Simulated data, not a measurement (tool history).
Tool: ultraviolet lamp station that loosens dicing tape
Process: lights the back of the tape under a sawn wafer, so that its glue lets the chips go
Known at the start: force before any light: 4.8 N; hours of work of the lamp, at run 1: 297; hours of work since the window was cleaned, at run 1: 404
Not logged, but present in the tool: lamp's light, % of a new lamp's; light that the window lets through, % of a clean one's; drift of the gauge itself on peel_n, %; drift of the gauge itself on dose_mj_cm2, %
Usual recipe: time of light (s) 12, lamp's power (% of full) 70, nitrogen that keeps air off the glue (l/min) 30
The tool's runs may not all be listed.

run	hour	time of light (s)	lamp's power (% of full)	nitrogen that keeps air off the glue (l/min)	hours of work of the lamp	hours of work since the window was cleaned	force that peels the tape off (N)	light that reached the tape (mJ/cm²)
1	0.0	12	70	30	297	404	0.579	436
2	10.5	12	78	30	305	412	0.462	491
3	15.3	12	78	16	308	415	0.704	491
4	26.5	12	78	16	317	423	0.703	489
5	35.1	12	78	16	323	430	0.679	489
6	43.6	12	78	16	330	436	0.659	483
7	52.4	12	78	16	336	443	0.698	482
8	57.8	10	70	30	340	447	0.797	368
9	67.5	12	82	30	348	454	0.434	510
10	75.5	12	70	30	353	460	0.572	437
11	85.0	13	70	30	361	467	0.483	473
12	92.3	13	70	30	366	473	0.502	475
13	102.5	15	70	30	374	480	0.378	547
14	113.3	22	98	30	382	488	0.094	1122
15	120.2	12	76	30	387	494	0.481	472
16	131.4	7	76	48	395	502	1.022	274
17	139.4	8	88	9	401	508	1.442	363
18	148.6	23	72	36	408	515	0.138	857
19	153.4	23	72	36	412	518	0.127	862
20	159.0	23	72	36	416	523	0.133	856
21	169.1	23	72	36	423	530	0.137	863
22	176.1	7	77	19	429	535	1.396	280
23	182.4	12	86	28	433	540	0.405	539
24	191.8	12	68	16	440	547	0.859	424
25	197.0	12	68	16	444	551	0.834	423

Here are 3 independent what-if runs from the current tool condition. What would each one return?
A	208.7	7	97	16	453	560	?	?
B	208.7	11	61	16	453	560	?	?
C	208.7	17	70	42	453	560	?	?

run	force that peels the tape off (N)	light that reached the tape (mJ/cm²)
A	1.116	350
B	1.175	343
C	0.235	618
What these runs would have given with no unlogged condition in the tool:
run	force that peels the tape off (N)	light that reached the tape (mJ/cm²)
A	1.113	351
B	1.171	343
C	0.234	619

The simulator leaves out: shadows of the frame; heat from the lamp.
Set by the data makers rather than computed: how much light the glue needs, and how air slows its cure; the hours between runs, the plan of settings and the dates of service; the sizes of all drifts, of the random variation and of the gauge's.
